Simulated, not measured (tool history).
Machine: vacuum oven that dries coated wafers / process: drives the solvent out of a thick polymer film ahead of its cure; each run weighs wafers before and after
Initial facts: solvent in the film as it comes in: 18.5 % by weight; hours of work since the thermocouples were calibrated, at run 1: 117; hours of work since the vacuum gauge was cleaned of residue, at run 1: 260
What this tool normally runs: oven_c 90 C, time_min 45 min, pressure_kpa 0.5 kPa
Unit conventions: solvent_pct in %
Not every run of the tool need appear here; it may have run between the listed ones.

run	hour	oven_c	time_min	pressure_kpa	hours of work since the thermocouples were calibrated	hours of work since the vacuum gauge was cleaned of residue	solvent_pct
1	0	90	45	0.5	117	260	1.04
2	9.9	90	45	0.5	124	267	0.99
3	15.9	90	45	0.5	128	271	1.01
4	29.1	90	45	0.5	138	281	0.97
5	34.8	90	45	0.5	142	285	1.08
6	40.5	90	45	0.5	146	289	1
7	53.8	90	45	0.5	156	299	1
8	61.3	90	45	0.5	161	304	1.02
9	68.4	90	45	0.5	166	309	0.97
10	77.2	90	45	0.5	172	316	1
11	88.9	90	45	0.5	181	324	0.99
12	101.1	90	45	0.501	190	333	1
13	114.3	90	54	0.5	199	342	0.76
14	121.5	90	54	0.5	204	348	0.7
15	133.4	90	80	0.5	213	356	0.55
16	143.9	90	80	0.5	221	364	0.49
17	152.9	103	46	1.225	227	370	0.66
18	160.3	89	33	0.441	233	376	1.89
19	167.8	89	33	0.441	238	381	1.92
20	177.6	89	33	0.441	245	388	1.9
21	189.3	89	33	0.441	254	397	1.88
22	197.3	93	58	0.733	259	403	0.7
23	205	96	79	0.264	265	408	0.21
24	212.9	95	74	0.264	271	414	0.22
25	219.2	77	74	0.422	275	418	1.63
26	232.7	82	68	0.804	285	428	1.46
27	245.6	82	68	0.804	294	437	1.49
28	257	98	45	1.205	303	446	0.81
29	263.3	81	77	0.495	307	450	1.12
30	269	88	45	0.442	311	454	1.19

Forecast each of these 3 alternatives for the next run:
A	275.2	82	69	0.442	316	459	?
B	275.2	89	45	0.5	316	459	?
C	275.2	88	32	0.603	316	459	?

run	solvent_pct
A	1.12
B	1.13
C	2.33
The same runs, with their run-to-run variation unchanged, on a tool lacking any hidden condition would have given:
run	solvent_pct
A	1.05
B	1.09
C	2.33
